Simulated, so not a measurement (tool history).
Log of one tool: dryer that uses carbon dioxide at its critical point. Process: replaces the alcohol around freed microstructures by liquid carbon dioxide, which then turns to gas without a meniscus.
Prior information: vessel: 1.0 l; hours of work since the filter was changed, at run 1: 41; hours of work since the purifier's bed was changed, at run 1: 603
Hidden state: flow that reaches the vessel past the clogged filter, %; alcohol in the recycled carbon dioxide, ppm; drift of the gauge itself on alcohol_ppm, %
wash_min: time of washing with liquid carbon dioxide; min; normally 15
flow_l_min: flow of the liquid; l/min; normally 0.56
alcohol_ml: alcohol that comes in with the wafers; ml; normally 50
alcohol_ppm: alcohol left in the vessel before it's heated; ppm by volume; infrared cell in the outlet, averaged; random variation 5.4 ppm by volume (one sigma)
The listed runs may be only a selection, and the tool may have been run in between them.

run,day,wash_min,flow_l_min,alcohol_ml,hours of work since the filter was changed,hours of work since the purifier's bed was changed,alcohol_ppm
1,0,15,0.56,50,41,603,251
2,1.329,15,0.56,50,67,629,278
3,3.421,15,0.56,50,107,669,309
4,5.742,15,0.56,42,151,713,317
5,7.496,15,0.56,42,185,747,339
# day 8.45: inlet filter changed
6,8.667,15,0.56,42,4,768,239
7,9.738,15,0.56,42,25,789,266
8,11.662,15,0.56,42,61,825,284
9,13.612,15,0.56,42,99,863,309
10,14.754,15,0.56,42,121,885,335
11,16.412,15,0.56,50,152,916,391
12,18.238,15,0.56,119,187,951,806
# day 19.05: inlet filter changed
13,19.354,15,0.56,119,6,972,493
14,21.054,15,0.56,119,38,1004,531
15,22.217,15,0.56,119,61,1026,567
16,23.833,15,0.56,119,92,1057,609
17,25.292,15,0.56,119,119,1085,668
18,27.375,15,0.56,24,159,1125,333
19,29.471,13,0.56,24,199,1165,468
# day 29.712: inlet filter changed
20,30.579,13,0.56,41,17,1186,469
21,31.912,13,0.56,41,42,1211,489
# day 33.017: purifier's bed changed
22,33.017,11,0.56,41,61,0,603
23,34.342,11,0.56,41,86,25,659
24,36.329,11,0.56,49,124,63,872
25,37.467,11,0.56,49,146,85,929
26,38.542,23,0.617,50,166,106,30
# day 40.538: inlet filter changed
27,40.879,23,0.617,50,7,150,34

What will run 28 give?
28,42.912,9,0.817,62,45,188,?

alcohol_ppm: 355 ppm by volume
Were there no unlogged condition in the tool, this run, its random variation unchanged, would have produced alcohol_ppm 275 ppm by volume.
